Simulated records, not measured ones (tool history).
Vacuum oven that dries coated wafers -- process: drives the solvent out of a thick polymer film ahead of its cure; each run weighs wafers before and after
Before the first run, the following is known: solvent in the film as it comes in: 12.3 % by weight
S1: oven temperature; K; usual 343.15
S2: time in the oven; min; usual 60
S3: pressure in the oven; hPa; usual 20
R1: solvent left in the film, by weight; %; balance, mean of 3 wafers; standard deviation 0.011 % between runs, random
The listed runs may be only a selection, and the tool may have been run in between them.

run	hour	S1	S2	S3	R1
1	0	343.15	60	20	3.1
2	9.8	343.15	60	20	3.1
3	19.2	350.15	60	20	1.49
4	31.2	350.15	60	20	1.49
5	49	350.15	60	20	1.47
6	65.1	350.15	36	20	2.74
7	81.8	350.15	36	20	2.74
8	89.8	343.15	86	20	2.14
9	108.8	343.15	86	20	2.14
10	119	343.15	60	30.4	3.55
11	129.6	343.15	60	30.4	3.53
12	139.4	343.15	60	20	3.08
13	157.3	343.15	60	20	3.09
14	173.4	343.15	60	20	3.08
15	183.4	343.15	60	20	3.08
16	199.1	343.15	60	20	3.06
17	212.6	343.15	60	20	3.09
18	223.2	343.15	60	20	3.1
19	237.4	333.15	77	64.4	7.63
20	252.2	333.15	77	73.4	8.09
21	260.4	333.15	47	73.4	8.94
22	268.4	333.15	47	73.4	8.98
23	282.4	347.15	60	28.5	2.41
24	296.2	355.15	53	48.5	1.85
25	313.2	354.15	94	52.2	1.78
26	322.1	348.15	99	11.7	0.79
27	341.8	348.15	52	43.4	3.06
28	353.1	348.15	34	41	4.09
29	367.7	357.15	34	12.2	1.15
30	382.9	357.15	48	60.3	2.01
31	397.3	343.15	60	13.6	2.79
32	405.6	343.15	60	13.6	2.79
33	418.3	343.15	60	13.6	2.81
34	432.1	343.15	60	13.6	2.8
35	442	331.15	32	13.6	7.96

Consider 3 possible next runs. They are alternatives, not a sequence: every one starts from the tool as it was left by run 35. What does each give?
A	451.1	356.15	35	39.3	?
B	451.1	343.15	60	40.6	?
C	451.1	331.15	100	13.8	?

run	R1
A	2
B	3.92
C	4.8
Take away the tool's hidden state, keep each run's random variation, and the runs would have read:
run	R1
A	2.18
B	4.19
C	5.07

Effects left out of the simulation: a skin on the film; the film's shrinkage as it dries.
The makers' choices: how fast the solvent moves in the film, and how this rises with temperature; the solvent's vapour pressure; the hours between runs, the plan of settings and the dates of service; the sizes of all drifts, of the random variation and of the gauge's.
